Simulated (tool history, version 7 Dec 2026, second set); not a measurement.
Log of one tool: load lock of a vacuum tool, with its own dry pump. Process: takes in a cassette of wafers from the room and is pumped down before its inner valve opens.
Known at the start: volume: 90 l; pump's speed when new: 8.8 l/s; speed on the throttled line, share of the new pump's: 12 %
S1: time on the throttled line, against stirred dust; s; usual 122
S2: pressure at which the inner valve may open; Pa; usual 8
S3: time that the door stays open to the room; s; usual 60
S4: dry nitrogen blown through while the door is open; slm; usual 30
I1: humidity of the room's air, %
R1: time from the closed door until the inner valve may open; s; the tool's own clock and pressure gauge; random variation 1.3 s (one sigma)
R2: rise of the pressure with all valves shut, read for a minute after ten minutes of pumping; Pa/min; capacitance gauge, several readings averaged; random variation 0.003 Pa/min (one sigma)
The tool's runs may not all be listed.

run     hour   S1  S2   S3  S4    I1     R1     R2
  1        0  122   8   60  30  48.2  224.4  0.089
  2    317.8  122   8   60  30  46.2  223.9  0.086
  3    569.9  110   8   60  30  47.1  213.3  0.087
  4   1110.8   80   8   60  30  46.3  187.6  0.098
  5   1418.7  122   8   60  30  45.2    224  0.098
  6     1710  122   8   60   8  46.3    225  0.121
  7   2023.9  122   8   60   8  44.5  225.2  0.127
  8   2374.4  122   8  183  30  46.3  224.9  0.133
  9   2601.2  122   8  183  30  45.5  225.5  0.138
 10   2994.1  122   8  183  30  47.7  226.6  0.139
 11   3463.6  122   8  183  30  43.9  226.9  0.142
      3517.3  -- dry pump taken out, an overhauled one fitted
 12   3910.6  122   8   60  17  43.9  203.3  0.137
 13   4237.1  122   8   60  17  42.8    207  0.148
 14   4505.1  122  15   60  30    48  198.7  0.151
 15   4975.3  122  15   60  30    44  199.7  0.145
 16   5315.9  122  16   60  30  46.5  199.2  0.158
 17   5594.8  122   6   60  30  49.4  211.5  0.165
 18   5955.8  122   8   60  35  40.8  207.2  0.159
 19     6445  122   8   60  35  42.3  206.4   0.17
 20     6943  122   8   60  35  44.6  208.9  0.185
 21   7305.4  122   8   60  35  42.2  209.1  0.183
 22   7824.8  122   8   60  35  42.7  209.9  0.192
 23   8064.9  152   8  127  11  44.5  234.1  0.228
 24   8395.4   68   8  114  11  43.1    162  0.228
 25   8923.5  211   9   89   6  45.7    288  0.245
 26   9356.1  211  16   81  14  43.5  282.2  0.235
 27     9674  211  16   81  14  43.5  279.3  0.236
 28  10073.7  196  16   68  14  45.3  265.6  0.243
 29  10623.8  122  11   57  24  47.9  208.8  0.251
 30  11017.5  122  11   94  24  44.3  208.7  0.263
 31  11278.3  126   6  201   6  43.3    219  0.316
 32  11634.3  122   8   29  30  45.6  214.4  0.255
 33  11912.9  120   8  139  12    45  212.9  0.309
 34  12165.7  120   8  139  12  44.3  210.1  0.304
 35  12706.2  200   8   26   4  46.7  282.9   0.29
 36  13192.9  189  10   45   9  47.6  272.3  0.306

4 ways to go on from here, each from the tool as it stands after run 36. What would each give?
  A  13739.3   69   8   60  30  47.2   ?   ?
  B  13739.3  122   6   60  24  46.6   ?   ?
  C  13739.3   65  10   45  25  44.2   ?   ?
  D  13739.3  122   8  197  19  51.6   ?   ?

run     R1     R2
  A  169.2  0.303
  B  219.8  0.315
  C  163.8   0.31
  D  216.9  0.348
Without the tool's hidden state the same runs would have given:
run     R1     R2
  A  156.3  0.023
  B  207.5  0.027
  C  151.2  0.025
  D    205  0.058
